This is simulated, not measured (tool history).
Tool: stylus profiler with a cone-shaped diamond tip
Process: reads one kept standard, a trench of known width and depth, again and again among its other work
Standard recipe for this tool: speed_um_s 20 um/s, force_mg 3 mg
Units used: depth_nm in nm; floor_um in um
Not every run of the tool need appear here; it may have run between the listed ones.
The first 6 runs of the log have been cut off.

run    hour  speed_um_s  force_mg  depth_nm  floor_um
  7   298.2          20      3.08    511.96     46.29
  8   328.8          20      3.08    512.13     46.34
  9   376.7          20      3.08    512.19     46.28
 10   428.9          20      3.08    512.06     46.34
 11   468.8          53         3    512.05     46.06
 12   525.9          20         3    512.07     46.23
 13   556.9          20         3     512.2     46.22
      567.1  -- height scale calibrated on a step standard
 14   606.6          20         3     510.1     46.26
 15   661.7          20         3    509.89     46.23
 16     713          20         3    509.77     46.28
 17   747.9          20         3    510.05     46.26
 18   790.7          20         3    509.98     46.19
 19   833.4          20         3    509.97      46.2
 20   876.3          20         3    510.01      46.2
 21   906.5          20         3    510.13     46.18
 22   955.5          20         3    510.27     46.21
 23  1002.4          20         3    510.27     46.19
 24  1055.5          44         3    510.34        46
 25  1109.6          57         3    510.26     45.91
 26  1151.4          18      8.16    520.08     46.18
 27  1202.7           5       1.4    506.71     46.18

Run 28 has not been measured yet. What should we expect?
 28  1257.3           5      1.05         ?         ?

depth_nm: 505.42 nm
floor_um: 46.15 um
Minus the tool's unlogged condition, the same run would have read depth_nm 504.8 nm, floor_um 46.93 um.
